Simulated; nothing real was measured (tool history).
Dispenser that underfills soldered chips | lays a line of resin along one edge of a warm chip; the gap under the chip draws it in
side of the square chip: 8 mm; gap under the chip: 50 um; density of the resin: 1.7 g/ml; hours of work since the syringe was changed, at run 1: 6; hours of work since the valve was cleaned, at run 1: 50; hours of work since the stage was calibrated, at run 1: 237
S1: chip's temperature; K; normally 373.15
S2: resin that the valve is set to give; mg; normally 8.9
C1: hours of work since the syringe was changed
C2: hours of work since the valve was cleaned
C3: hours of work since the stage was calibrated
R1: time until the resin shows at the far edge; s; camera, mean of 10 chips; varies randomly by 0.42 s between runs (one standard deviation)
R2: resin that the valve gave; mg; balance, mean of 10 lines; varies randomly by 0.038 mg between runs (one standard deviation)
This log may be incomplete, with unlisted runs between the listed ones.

run,hour,S1,S2,C1,C2,C3,R1,R2
1,0,373.15,8.9,6,50,237,48.1,8.65
# hour 7.5: new syringe of resin
2,8.8,373.15,8.9,1,56,244,33.5,8.6
3,17,373.15,8.9,7,63,250,55.7,8.61
4,21.1,373.15,8.9,11,66,253,69.7,8.59
# hour 22: new syringe of resin
5,25.6,373.15,8.9,3,69,257,39.5,8.59
6,31.6,373.15,8.9,8,74,261,56.7,8.59
# hour 36.6: new syringe of resin
7,40.6,373.15,8.9,3,81,268,40.4,8.45
8,48.4,373.15,8.9,9,87,274,62.2,8.43
# hour 51.2: new syringe of resin
9,55.3,373.15,8.9,3,92,280,40.9,8.43
10,60.8,368.15,8.9,8,97,284,68.6,8.36
# hour 66.2: new syringe of resin
11,68,368.15,8.04,1,102,289,46,7.59
12,73.7,373.15,9.44,6,107,294,50.5,8.9
# hour 80.9: new syringe of resin
13,81,373.15,9.44,0,112,299,32.8,8.85
14,86.8,373.15,9.44,5,117,304,44.8,8.83
15,93.1,373.15,9.44,10,122,309,64.9,8.79
# hour 95.3: new syringe of resin
16,98.3,373.15,8.24,2,126,313,40.1,7.65
# hour 101.4: dispensing valve cleaned and set on the balance
17,105,373.15,8.9,7,3,317,54.3,8.91
# hour 110.7: new syringe of resin
18,111.3,382.15,8.9,0,8,322,23.4,8.88
19,115.3,382.15,8.9,4,11,325,29.7,8.86
20,123.5,382.15,8.9,10,17,332,48.6,8.82
# hour 125: new syringe of resin
21,132.2,379.15,8.51,6,24,338,38.8,8.37
# hour 139.9: new syringe of resin
22,140.4,382.15,10.19,0,30,344,23.3,10.04
23,148.6,374.15,10.56,7,36,351,51,10.34
# hour 154.8: new syringe of resin
24,157.4,373.15,11.06,2,43,358,37.1,10.75

For run 25, what comes out?
25,163.8,359.15,10.66,7,48,363,?,?

{"run 25": {"R1": 94.3, "R2": 10.41}}
Had the tool carried no hidden state, the very same run would have given R1 51.1 s, R2 10.71 mg.
